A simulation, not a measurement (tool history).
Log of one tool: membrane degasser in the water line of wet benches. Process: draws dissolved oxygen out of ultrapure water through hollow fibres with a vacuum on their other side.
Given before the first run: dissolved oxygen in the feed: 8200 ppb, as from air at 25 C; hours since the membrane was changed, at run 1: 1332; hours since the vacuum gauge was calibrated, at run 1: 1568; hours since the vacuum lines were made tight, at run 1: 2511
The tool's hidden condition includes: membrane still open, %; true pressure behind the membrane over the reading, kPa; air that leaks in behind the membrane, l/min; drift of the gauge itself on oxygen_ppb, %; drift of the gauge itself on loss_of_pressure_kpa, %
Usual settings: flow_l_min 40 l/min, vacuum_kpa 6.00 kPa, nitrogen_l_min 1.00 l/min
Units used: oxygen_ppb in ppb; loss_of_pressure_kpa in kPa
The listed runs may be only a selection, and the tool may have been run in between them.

run    hour  flow_l_min  vacuum_kpa  nitrogen_l_min  hours since the membrane was changed  hours since the vacuum gauge was calibrated  hours since the vacuum lines were made tight  oxygen_ppb  loss_of_pressure_kpa
  1     0.0          40        6.00            1.00                                  1332                                         1568                                          2511       434.0                 46.00
  2    30.8          40        6.00            1.00                                  1363                                         1599                                          2542       425.3                 45.65
  3    55.9          40        6.00            1.00                                  1388                                         1624                                          2567       436.2                 45.92
  4    91.9          40        6.00            1.00                                  1424                                         1660                                          2603       431.5                 45.97
  5   130.8          40        6.00            1.00                                  1463                                         1699                                          2642       435.4                 45.76
  6   161.6          40        6.00            1.00                                  1494                                         1730                                          2673       440.7                 45.93
  7   209.0          40        6.00            1.00                                  1541                                         1777                                          2720       440.9                 45.52
  8   243.8          40        6.00            1.00                                  1576                                         1812                                          2755       436.2                 46.17
  9   288.0          40        5.88            1.00                                  1620                                         1856                                          2799       428.2                 46.37
 10   318.6          40        6.00            1.00                                  1651                                         1887                                          2830       430.6                 45.95
 11   351.9          40        6.00            1.00                                  1684                                         1920                                          2863       428.4                 45.96
 12   404.7          40        6.00            0.94                                  1737                                         1973                                          2916       441.4                 45.76
 13   433.3          40        6.00            0.94                                  1766                                         2001                                          2944       445.5                 46.16
      439.0  -- vacuum gauge calibrated
 14   471.3          40        6.00            0.84                                  1803                                           32                                          2982       470.2                 45.86
 15   505.4          40        6.00            0.84                                  1837                                           66                                          3016       473.5                 46.04
 16   541.7          40        6.00            0.84                                  1874                                          103                                          3052       476.4                 45.80
      553.5  -- vacuum gauge calibrated, once more
 17   579.2          40        6.00            0.59                                  1911                                           26                                          3089       533.7                 45.93
 18   629.3          40        6.00            0.59                                  1961                                           76                                          3139       526.4                 45.49
 19   654.1          40        6.00            0.59                                  1986                                          101                                          3164       522.6                 45.93
 20   679.7          31        3.70            1.68                                  2011                                          126                                          3190       149.4                 35.64
 21   733.8          30        7.64            0.82                                  2065                                          180                                          3244       434.3                 34.28
 22   770.0          54        4.26            0.40                                  2101                                          216                                          3280       543.0                 62.05
 23   798.6          40       12.31            2.71                                  2130                                          245                                          3309       498.4                 45.81
 24   847.7          62       12.31            2.92                                  2179                                          294                                          3358       850.8                 71.30
 25   891.4          62        5.19            1.54                                  2223                                          338                                          3401       612.1                 70.97
 26   928.0          62        4.42            1.54                                  2259                                          375                                          3438       575.8                 71.25
 27   956.1          62        4.42            1.54                                  2288                                          403                                          3466       572.5                 71.23
 28  1010.4          62        4.42            1.54                                  2342                                          457                                          3521       576.6                 71.60
 29  1061.2          37       12.09            1.16                                  2393                                          508                                          3571       717.9                 42.40
 30  1086.0          40        7.62            1.84                                  2417                                          533                                          3596       418.9                 45.91
 31  1119.7          42       10.68            1.84                                  2451                                          566                                          3630       587.7                 48.20

3 options for the next run, each taken on its own from the tool as it stands now. Forecast them:
  A  1150.9          48       10.00            0.42                                  2482                                          597                                          3661           ?                     ?
  B  1150.9          35        6.84            1.84                                  2482                                          597                                          3661           ?                     ?
  C  1150.9          28        6.00            0.50                                  2482                                          597                                          3661           ?                     ?

run  oxygen_ppb  loss_of_pressure_kpa
  A      1310.3                 55.29
  B       315.9                 40.14
  C       382.1                 32.15
The same runs, with their run-to-run variation unchanged, on a tool lacking any hidden condition would have given:
run  oxygen_ppb  loss_of_pressure_kpa
  A      1298.4                 54.55
  B       306.8                 39.60
  C       375.1                 31.72
